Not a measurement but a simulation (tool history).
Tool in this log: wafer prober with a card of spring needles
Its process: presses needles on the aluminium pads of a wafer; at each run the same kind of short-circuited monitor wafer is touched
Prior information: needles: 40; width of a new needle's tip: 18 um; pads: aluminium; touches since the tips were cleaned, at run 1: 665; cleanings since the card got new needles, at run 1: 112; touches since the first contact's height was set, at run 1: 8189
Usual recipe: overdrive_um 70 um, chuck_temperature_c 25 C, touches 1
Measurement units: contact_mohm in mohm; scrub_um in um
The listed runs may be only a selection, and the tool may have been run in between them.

| run | hour | overdrive_um | chuck_temperature_c | touches | touches since the tips were cleaned | cleanings since the card got new needles | touches since the first contact's height was set | contact_mohm | scrub_um |
|---|---|---|---|---|---|---|---|---|---|
| 1 | 0 | 70 | 25 | 1 | 665 | 112 | 8189 | 241 | 19.53 |
|  | 17.7 | tips cleaned on abrasive film |
|  | 39.6 | tips cleaned on abrasive film |
|  | 61.7 | tips cleaned on abrasive film |
| 2 | 76.4 | 70 | 25 | 1 | 6255 | 115 | 40497 | 277 | 19.45 |
|  | 81 | tips cleaned on abrasive film |
|  | 103.2 | tips cleaned on abrasive film |
|  | 121 | tips cleaned on abrasive film |
|  | 139.1 | height of the first contact set anew |
|  | 143.6 | tips cleaned on abrasive film |
| 3 | 156.3 | 70 | 25 | 1 | 5406 | 119 | 7287 | 277 | 19.58 |
|  | 165.3 | tips cleaned on abrasive film |
|  | 187.3 | tips cleaned on abrasive film |
| 4 | 204.6 | 70 | 25 | 1 | 7339 | 121 | 27692 | 280 | 19.47 |
|  | 208.9 | tips cleaned on abrasive film |
|  | 230.9 | tips cleaned on abrasive film |
|  | 253.1 | tips cleaned on abrasive film |
|  | 275.2 | tips cleaned on abrasive film |
| 5 | 281.4 | 70 | 25 | 1 | 2623 | 125 | 60115 | 264 | 19.3 |
|  | 294.8 | tips cleaned on abrasive film |
|  | 299.5 | height of the first contact set anew |
|  | 312.9 | tips cleaned on abrasive film |
|  | 321.9 | tips cleaned on abrasive film, once more |
|  | 343.8 | tips cleaned on abrasive film |
|  | 366.1 | tips cleaned on abrasive film |
| 6 | 367.7 | 70 | 25 | 1 | 708 | 130 | 28778 | 247 | 19.43 |
|  | 385.4 | tips cleaned on abrasive film |
|  | 407.6 | tips cleaned on abrasive film |
|  | 429.9 | tips cleaned on abrasive film |
|  | 448.6 | tips cleaned on abrasive film |
| 7 | 448.6 | 70 | 25 | 1 | 0 | 134 | 62912 | 234 | 19.34 |
|  | 457.7 | height of the first contact set anew |
|  | 470.9 | tips cleaned on abrasive film |
|  | 493.2 | tips cleaned on abrasive film |
|  | 515.4 | tips cleaned on abrasive film |
| 8 | 517.7 | 87 | 25 | 1 | 959 | 137 | 25328 | 242 | 24.16 |
|  | 535.5 | tips cleaned on abrasive film |
|  | 556.7 | tips cleaned on abrasive film |
| 9 | 573 | 87 | 25 | 1 | 6928 | 139 | 48713 | 264 | 24.21 |
|  | 577.5 | tips cleaned on abrasive film |
|  | 599.6 | tips cleaned on abrasive film |
|  | 617.6 | height of the first contact set anew |
|  | 622.1 | tips cleaned on abrasive film |
|  | 644.4 | tips cleaned on abrasive film |
|  | 663.6 | tips cleaned on abrasive film |
| 10 | 663.6 | 87 | 25 | 1 | 0 | 144 | 19375 | 235 | 24.19 |
|  | 685.4 | tips cleaned on abrasive film |
|  | 707.7 | tips cleaned on abrasive film |
| 11 | 724.4 | 70 | 25 | 2 | 7093 | 146 | 45110 | 267 | 19.36 |
|  | 728.9 | tips cleaned on abrasive film |
|  | 750.6 | tips cleaned on abrasive film |
|  | 772.2 | tips cleaned on abrasive film |
|  | 776.9 | height of the first contact set anew |
|  | 794.7 | tips cleaned on abrasive film |
| 12 | 796.4 | 70 | 25 | 2 | 722 | 150 | 8247 | 237 | 19.51 |
|  | 814.3 | tips cleaned on abrasive film |
|  | 836.5 | tips cleaned on abrasive film |
|  | 858.8 | tips cleaned on abrasive film |
|  | 880.9 | tips cleaned on abrasive film |
| 13 | 881 | 57 | 33 | 1 | 41 | 154 | 43951 | 249 | 15.77 |
|  | 898.7 | tips cleaned on abrasive film |
|  | 921 | tips cleaned on abrasive film |
|  | 934.3 | height of the first contact set anew |
|  | 943.2 | tips cleaned on abrasive film |
|  | 961.1 | tips cleaned on abrasive film |
| 14 | 963 | 57 | 33 | 1 | 819 | 158 | 12106 | 263 | 15.85 |
|  | 980.8 | tips cleaned on abrasive film |
|  | 998.7 | tips cleaned on abrasive film |
|  | 1020.6 | tips cleaned on abrasive film |
| 15 | 1024.1 | 57 | 33 | 1 | 1490 | 161 | 37909 | 263 | 15.75 |
|  | 1041.9 | tips cleaned on abrasive film |
|  | 1064.2 | tips cleaned on abrasive film |
|  | 1085.8 | tips cleaned on abrasive film |
| 16 | 1087.5 | 81 | 42 | 1 | 734 | 164 | 64690 | 249 | 22.37 |
|  | 1092.2 | height of the first contact set anew |
|  | 1105.6 | tips cleaned on abrasive film |
|  | 1127.9 | tips cleaned on abrasive film |
|  | 1150.1 | tips cleaned on abrasive film |
| 17 | 1156.3 | 70 | 25 | 2 | 2618 | 167 | 27072 | 251 | 19.44 |
|  | 1168.9 | tips cleaned on abrasive film |
|  | 1191.1 | tips cleaned on abrasive film |
|  | 1213.4 | tips cleaned on abrasive film |
| 18 | 1222.4 | 60 | 25 | 3 | 3841 | 170 | 55009 | 254 | 16.59 |
|  | 1231.4 | tips cleaned on abrasive film |
|  | 1249.4 | height of the first contact set anew |
|  | 1254 | tips cleaned on abrasive film |
| 19 | 1262.9 | 51 | 80 | 2 | 3796 | 172 | 5676 | 301 | 14.27 |
|  | 1275.5 | tips cleaned on abrasive film |
|  | 1296.4 | tips cleaned on abrasive film |
| 20 | 1305.6 | 76 | 95 | 1 | 3897 | 174 | 23696 | 289 | 21.09 |
|  | 1314.2 | tips cleaned on abrasive film |
|  | 1335.9 | tips cleaned on abrasive film |
|  | 1357.7 | tips cleaned on abrasive film |
| 21 | 1357.7 | 59 | 71 | 1 | 0 | 177 | 45697 | 252 | 16.3 |
|  | 1380 | tips cleaned on abrasive film |
|  | 1401.9 | tips cleaned on abrasive film |
|  | 1406.6 | height of the first contact set anew |
|  | 1424.3 | tips cleaned on abrasive film |
| 22 | 1441.4 | 56 | 71 | 2 | 7262 | 180 | 14694 | 297 | 15.55 |

Below are 4 alternative next runs, each starting from the tool's condition after run 22. Predict each:
|  | 1445.9 | tips cleaned on abrasive film |
|  | 1468.2 | tips cleaned on abrasive film |
|  | 1489.8 | tips cleaned on abrasive film |
|  | 1508.5 | tips cleaned on abrasive film |
| A | 1508.5 | 79 | 36 | 2 | 0 | 184 | 42996 | ? | ? |
|  | 1445.9 | tips cleaned on abrasive film |
|  | 1468.2 | tips cleaned on abrasive film |
|  | 1489.8 | tips cleaned on abrasive film |
|  | 1508.5 | tips cleaned on abrasive film |
| B | 1508.5 | 70 | 25 | 2 | 0 | 184 | 42996 | ? | ? |
|  | 1445.9 | tips cleaned on abrasive film |
|  | 1468.2 | tips cleaned on abrasive film |
|  | 1489.8 | tips cleaned on abrasive film |
|  | 1508.5 | tips cleaned on abrasive film |
| C | 1508.5 | 56 | 71 | 2 | 0 | 184 | 42996 | ? | ? |
|  | 1445.9 | tips cleaned on abrasive film |
|  | 1468.2 | tips cleaned on abrasive film |
|  | 1489.8 | tips cleaned on abrasive film |
|  | 1508.5 | tips cleaned on abrasive film |
| D | 1508.5 | 52 | 69 | 2 | 0 | 184 | 42996 | ? | ? |

| run | contact_mohm | scrub_um |
|---|---|---|
| A | 238 | 21.89 |
| B | 240 | 19.39 |
| C | 254 | 15.51 |
| D | 251 | 14.36 |
Without the tool's unlogged condition, the same runs would have read:
| run | contact_mohm | scrub_um |
|---|---|---|
| A | 232 | 22.05 |
| B | 233 | 19.56 |
| C | 244 | 15.68 |
| D | 240 | 14.53 |
